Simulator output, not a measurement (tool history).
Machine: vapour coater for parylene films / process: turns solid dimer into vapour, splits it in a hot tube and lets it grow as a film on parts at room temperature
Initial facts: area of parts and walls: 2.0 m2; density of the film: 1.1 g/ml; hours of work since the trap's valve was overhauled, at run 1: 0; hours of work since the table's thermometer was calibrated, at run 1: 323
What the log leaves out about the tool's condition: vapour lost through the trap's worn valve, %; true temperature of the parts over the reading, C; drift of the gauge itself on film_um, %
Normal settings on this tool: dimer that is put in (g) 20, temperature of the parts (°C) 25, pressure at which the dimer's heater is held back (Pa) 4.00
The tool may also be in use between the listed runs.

run	hour	dimer that is put in (g)	temperature of the parts (°C)	pressure at which the dimer's heater is held back (Pa)	hours of work since the trap's valve was overhauled	hours of work since the table's thermometer was calibrated	thickness of the film (um)
1	0.0	20	25	4.00	0	323	7.04
2	36.1	16	25	4.00	29	353	5.55
3	54.8	16	25	4.00	45	368	5.53
4	88.9	16	25	4.00	72	395	5.44
5	121.1	16	25	4.00	99	422	5.24
6	157.1	16	25	4.00	128	451	5.15
7	197.8	20	25	4.00	161	484	6.23
8	238.0	20	25	4.00	194	517	6.15
# hour 261.7: trap's valve overhauled
9	277.8	20	25	4.00	13	546	7.05
10	297.3	20	25	4.00	29	562	6.97
11	326.0	20	25	4.29	52	585	6.61
12	359.2	20	25	4.29	79	612	6.67
13	388.2	17	25	5.05	103	636	5.37
14	422.6	9	25	2.27	131	664	3.10
15	442.4	9	25	2.27	147	680	3.09
16	473.2	9	25	2.27	172	705	3.03
17	492.1	8	19	9.78	187	720	2.41
# hour 522.8: trap's valve overhauled
18	522.8	8	19	9.78	0	742	2.87
19	542.6	8	19	9.78	16	758	2.77

Consider 4 possible next runs. They are alternatives, not a sequence: every one starts from the tool as it was left by run 19. What does each give?
A	573.3	8	36	5.62	41	783	?
B	573.3	19	33	6.71	41	783	?
C	573.3	20	33	4.00	41	783	?
D	573.3	17	19	9.78	41	783	?

run	thickness of the film (um)
A	2.18
B	5.31
C	5.75
D	5.85
What these runs would have given with no unlogged condition in the tool:
run	thickness of the film (um)
A	2.27
B	5.52
C	5.98
D	6.08
